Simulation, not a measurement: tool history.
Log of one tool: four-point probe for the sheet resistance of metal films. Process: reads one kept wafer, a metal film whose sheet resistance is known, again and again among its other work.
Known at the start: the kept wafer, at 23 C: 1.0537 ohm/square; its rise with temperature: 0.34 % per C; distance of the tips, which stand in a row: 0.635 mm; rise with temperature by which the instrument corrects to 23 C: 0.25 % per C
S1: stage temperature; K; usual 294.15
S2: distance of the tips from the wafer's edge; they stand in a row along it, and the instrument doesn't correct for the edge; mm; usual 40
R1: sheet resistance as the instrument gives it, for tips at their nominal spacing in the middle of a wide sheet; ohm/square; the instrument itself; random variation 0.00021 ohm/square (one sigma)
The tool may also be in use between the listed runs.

| run | hour | S1 | S2 | R1 |
|---|---|---|---|---|
| 1 | 0.0 | 294.15 | 40 | 1.055727 |
| 2 | 13.7 | 294.15 | 40 | 1.055974 |
| 3 | 28.5 | 294.15 | 40 | 1.056305 |
| 4 | 55.7 | 292.15 | 40 | 1.054390 |
| 5 | 74.1 | 294.15 | 40 | 1.056475 |
| 6 | 99.8 | 303.15 | 40 | 1.064303 |
| 7 | 119.5 | 303.15 | 40 | 1.064386 |
| 8 | 132.5 | 303.15 | 40 | 1.064733 |
| 9 | 146.8 | 294.15 | 40 | 1.056542 |
| 10 | 169.7 | 295.15 | 40 | 1.057408 |
| 11 | 184.4 | 294.15 | 40 | 1.056688 |
| 12 | 210.0 | 294.15 | 40 | 1.057098 |

The next listed run, before its measurement:
| 13 | 230.7 | 294.15 | 40 | ? |

Run 13 gave R1 1.057187 ohm/square.
Without the tool's hidden state the same run would have given R1 1.052390 ohm/square.
